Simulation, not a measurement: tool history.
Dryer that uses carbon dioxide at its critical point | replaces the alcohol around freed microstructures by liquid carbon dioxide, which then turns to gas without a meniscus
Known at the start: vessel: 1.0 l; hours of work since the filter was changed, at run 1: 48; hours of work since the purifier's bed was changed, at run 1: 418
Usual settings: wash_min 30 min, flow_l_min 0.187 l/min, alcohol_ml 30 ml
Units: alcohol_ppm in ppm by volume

run,hour,wash_min,flow_l_min,alcohol_ml,hours of work since the filter was changed,hours of work since the purifier's bed was changed,alcohol_ppm
1,0,30,0.187,30,48,418,335
2,17.6,30,0.187,30,54,424,325
3,55.5,30,0.187,30,66,437,326
4,75,30,0.187,30,73,443,349
5,118.1,30,0.187,30,87,457,339
6,152.3,31,0.187,30,98,469,311
7,192.7,31,0.187,30,112,482,324
8,216.3,39,0.22,36,120,490,167
9,248.8,25,0.301,120,130,501,297
10,286.2,25,0.267,120,143,513,478
11,305.8,25,0.267,120,149,520,511
12,343.9,44,0.158,30,162,532,231

5 ways to go on from here, each from the tool as it stands after run 12. What would each give?
A,382.5,33,0.187,30,175,545,?
B,382.5,41,0.151,57,175,545,?
C,382.5,45,0.158,41,175,545,?
D,382.5,34,0.115,30,175,545,?
E,382.5,44,0.193,30,175,545,?

run,alcohol_ppm
A,306
B,426
C,239
D,1138
E,183
Without the tool's hidden state the same runs would have given:
run,alcohol_ppm
A,126
B,228
C,76
D,884
E,22
